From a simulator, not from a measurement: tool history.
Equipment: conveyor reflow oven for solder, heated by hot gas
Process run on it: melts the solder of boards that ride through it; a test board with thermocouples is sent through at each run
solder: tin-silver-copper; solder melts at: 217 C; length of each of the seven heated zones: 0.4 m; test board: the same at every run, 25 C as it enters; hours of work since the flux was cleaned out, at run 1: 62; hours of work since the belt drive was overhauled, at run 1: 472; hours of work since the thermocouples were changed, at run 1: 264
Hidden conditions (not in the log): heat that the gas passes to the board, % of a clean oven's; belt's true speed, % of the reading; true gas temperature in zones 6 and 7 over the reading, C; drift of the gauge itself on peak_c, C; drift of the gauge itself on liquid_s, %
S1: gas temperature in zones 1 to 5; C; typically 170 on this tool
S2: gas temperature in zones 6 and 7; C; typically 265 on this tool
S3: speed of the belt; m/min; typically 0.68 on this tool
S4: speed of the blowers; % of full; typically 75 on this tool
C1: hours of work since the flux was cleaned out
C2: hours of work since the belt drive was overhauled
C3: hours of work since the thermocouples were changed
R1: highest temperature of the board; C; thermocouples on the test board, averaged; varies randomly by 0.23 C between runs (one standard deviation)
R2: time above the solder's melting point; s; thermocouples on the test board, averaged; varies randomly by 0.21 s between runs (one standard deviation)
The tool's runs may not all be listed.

run 1 hour=0 | S1=170 S2=265 S3=0.68 S4=75 | C1=62 C2=472 C3=264 | R1=249.7 R2=50
run 2 hour=15 | S1=170 S2=265 S3=0.68 S4=75 | C1=70 C2=480 C3=273 | R1=249.6 R2=49.9
run 3 hour=35.8 | S1=170 S2=265 S3=0.68 S4=75 | C1=81 C2=491 C3=284 | R1=249.7 R2=50.3
run 4 hour=45.3 | S1=170 S2=265 S3=0.68 S4=75 | C1=87 C2=496 C3=289 | R1=249.3 R2=50.1
run 5 hour=55.6 | S1=170 S2=265 S3=0.68 S4=75 | C1=92 C2=502 C3=295 | R1=248.9 R2=50
run 6 hour=65.8 | S1=170 S2=265 S3=0.68 S4=75 | C1=98 C2=508 C3=300 | R1=249 R2=49.6
run 7 hour=76.2 | S1=170 S2=265 S3=0.68 S4=75 | C1=103 C2=513 C3=306 | R1=249 R2=50.3
run 8 hour=88.3 | S1=170 S2=265 S3=0.68 S4=75 | C1=110 C2=520 C3=312 | R1=248.9 R2=50.2
run 9 hour=100.8 | S1=170 S2=265 S3=0.68 S4=59 | C1=117 C2=527 C3=319 | R1=243.2 R2=43.6
run 10 hour=113.4 | S1=170 S2=265 S3=0.68 S4=59 | C1=124 C2=534 C3=326 | R1=243.2 R2=43.5
run 11 hour=124.7 | S1=170 S2=265 S3=0.68 S4=59 | C1=130 C2=540 C3=332 | R1=243.3 R2=43.5
run 12 hour=137.7 | S1=170 S2=271 S3=0.68 S4=59 | C1=137 C2=547 C3=339 | R1=248.6 R2=47.3
run 13 hour=151.8 | S1=170 S2=265 S3=0.68 S4=75 | C1=145 C2=555 C3=347 | R1=249 R2=49.5
run 14 hour=163.8 | S1=158 S2=265 S3=0.68 S4=75 | C1=151 C2=561 C3=354 | R1=246.4 R2=44.3
-- hour=169.5 belt drive overhauled, speed set with a stopwatch
run 15 hour=185.8 | S1=158 S2=265 S3=0.68 S4=75 | C1=161 C2=9 C3=364 | R1=246.8 R2=44.5
run 16 hour=197.4 | S1=170 S2=265 S3=0.564 S4=75 | C1=167 C2=15 C3=370 | R1=253.4 R2=66.6
run 17 hour=215.7 | S1=176 S2=265 S3=0.68 S4=53 | C1=177 C2=25 C3=380 | R1=242.3 R2=44.1
run 18 hour=230.9 | S1=170 S2=265 S3=0.666 S4=56 | C1=186 C2=34 C3=388 | R1=241.9 R2=44.1
run 19 hour=240.9 | S1=165 S2=276 S3=0.617 S4=70 | C1=191 C2=39 C3=394 | R1=258.9 R2=60.9
-- hour=246.8 belt drive overhauled, speed set with a stopwatch, once more
run 20 hour=267.8 | S1=170 S2=265 S3=0.68 S4=56 | C1=204 C2=12 C3=406 | R1=241 R2=40.2
run 21 hour=288.6 | S1=170 S2=265 S3=0.68 S4=56 | C1=215 C2=23 C3=418 | R1=241.3 R2=40.6
run 22 hour=299.2 | S1=170 S2=265 S3=0.68 S4=56 | C1=221 C2=29 C3=423 | R1=241.1 R2=39.8
run 23 hour=310.4 | S1=162 S2=265 S3=0.587 S4=75 | C1=227 C2=35 C3=429 | R1=250.5 R2=56.7
run 24 hour=330 | S1=162 S2=265 S3=0.587 S4=75 | C1=238 C2=45 C3=440 | R1=250.8 R2=56.5
run 25 hour=340.2 | S1=167 S2=265 S3=0.587 S4=75 | C1=243 C2=51 C3=446 | R1=251.1 R2=59
run 26 hour=358.4 | S1=159 S2=265 S3=0.551 S4=56 | C1=253 C2=61 C3=456 | R1=246.3 R2=53.8
run 27 hour=370.6 | S1=175 S2=276 S3=0.632 S4=54 | C1=260 C2=68 C3=462 | R1=252.7 R2=55.8
run 28 hour=383.8 | S1=175 S2=271 S3=0.632 S4=53 | C1=267 C2=75 C3=469 | R1=247.9 R2=52.5
run 29 hour=400.6 | S1=173 S2=267 S3=0.564 S4=56 | C1=276 C2=84 C3=479 | R1=249.4 R2=60.6
run 30 hour=410.8 | S1=173 S2=267 S3=0.564 S4=56 | C1=282 C2=90 C3=484 | R1=249.5 R2=60.4

The logged runs with the hidden state left out (each run's random variation unchanged):
run=1 R1=250.1 R2=49.9
run=2 R1=250.1 R2=49.9
run=3 R1=250.3 R2=50.3
run=4 R1=249.9 R2=50.1
run=5 R1=249.5 R2=50.1
run=6 R1=249.7 R2=49.8
run=7 R1=249.7 R2=50.5
run=8 R1=249.7 R2=50.4
run=9 R1=243.9 R2=44
run=10 R1=244 R2=43.9
run=11 R1=244.2 R2=44
run=12 R1=249.6 R2=47.7
run=13 R1=250.1 R2=50
run=14 R1=247.7 R2=45
run=15 R1=247.9 R2=44.8
run=16 R1=254.4 R2=66.4
run=17 R1=243.1 R2=44.3
run=18 R1=242.9 R2=44.5
run=19 R1=260.2 R2=60.8
run=20 R1=242.9 R2=42.4
run=21 R1=243.3 R2=42.9
run=22 R1=243.1 R2=42.2
run=23 R1=252.6 R2=58.9
run=24 R1=253 R2=58.7
run=25 R1=253.3 R2=61.2
run=26 R1=248.5 R2=56.3
run=27 R1=255 R2=57.8
run=28 R1=250.2 R2=54.7
run=29 R1=251.5 R2=62.9
run=30 R1=251.7 R2=62.7
